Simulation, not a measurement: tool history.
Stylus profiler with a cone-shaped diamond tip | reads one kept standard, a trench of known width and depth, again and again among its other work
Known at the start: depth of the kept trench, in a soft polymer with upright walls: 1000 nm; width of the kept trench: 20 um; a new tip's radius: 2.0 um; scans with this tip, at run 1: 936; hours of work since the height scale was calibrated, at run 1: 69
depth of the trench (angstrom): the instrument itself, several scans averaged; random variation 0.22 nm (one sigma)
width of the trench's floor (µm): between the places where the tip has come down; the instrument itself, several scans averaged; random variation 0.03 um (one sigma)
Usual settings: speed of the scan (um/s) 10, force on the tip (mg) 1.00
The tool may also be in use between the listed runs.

run	hour	speed of the scan (um/s)	force on the tip (mg)	scans with this tip	hours of work since the height scale was calibrated	depth of the trench (angstrom)	width of the trench's floor (µm)
1	0.0	10	1.00	936	69	10046.6	16.44
2	10.5	10	1.00	1040	77	10049.7	16.42
3	26.1	30	1.00	1194	88	10048.6	16.32
4	35.4	34	1.00	1286	95	10049.1	16.28
5	47.4	10	1.00	1404	103	10050.2	16.37
6	55.9	26	1.00	1487	110	10050.9	16.28
7	69.1	26	1.00	1618	119	10052.9	16.34
8	83.6	10	2.48	1761	130	10089.0	16.41
9	97.9	10	2.48	1902	140	10087.5	16.45
10	108.2	10	2.48	2004	148	10089.1	16.39
11	124.8	10	1.00	2168	160	10047.3	16.34
12	133.4	10	1.00	2253	166	10052.1	16.40
13	147.9	10	1.00	2395	177	10045.4	16.29
14	157.3	10	1.00	2488	183	10049.1	16.30
15	170.8	10	1.00	2621	193	10046.7	16.34
16	182.0	36	1.00	2732	201	10046.4	16.15
17	197.0	36	2.10	2880	212	10080.6	16.21
18	208.1	36	2.10	2989	220	10080.3	16.21
19	219.0	36	2.10	3097	228	10079.7	16.18
# hour 220.5: height scale calibrated on a step standard
20	236.2	36	2.10	3262	11	10075.5	16.19
21	244.3	32	0.47	3342	17	10030.5	16.12
22	257.0	22	2.96	3466	27	10095.8	16.15
23	274.3	9	2.68	3637	39	10083.8	16.27
24	281.5	9	2.68	3708	44	10091.8	16.19
# hour 294.2: height scale calibrated on a step standard, once more
25	294.2	9	2.68	3828	0	10089.8	16.23
26	311.6	4	2.29	4000	13	10083.4	16.23
27	325.8	5	0.90	4140	23	10044.9	16.17

The same runs without the tool's hidden state, with the same run-to-run variation:
The hidden state here: radius of the tip, um; height scale over the true one, %; drift of the gauge itself on depth_nm, %; drift of the gauge itself on floor_um, %.
run	depth of the trench (angstrom)	width of the trench's floor (µm)
1	10045.6	16.49
2	10048.9	16.49
3	10048.0	16.40
4	10048.7	16.37
5	10049.9	16.47
6	10050.8	16.38
7	10053.0	16.46
8	10089.3	16.54
9	10088.0	16.59
10	10089.8	16.54
11	10048.2	16.50
12	10053.2	16.57
13	10046.6	16.48
14	10050.5	16.49
15	10048.3	16.54
16	10048.2	16.36
17	10082.6	16.43
18	10082.5	16.45
19	10082.0	16.42
20	10079.6	16.44
21	10034.7	16.38
22	10100.1	16.42
23	10088.4	16.55
24	10096.6	16.48
25	10089.9	16.53
26	10083.8	16.55
27	10045.5	16.50
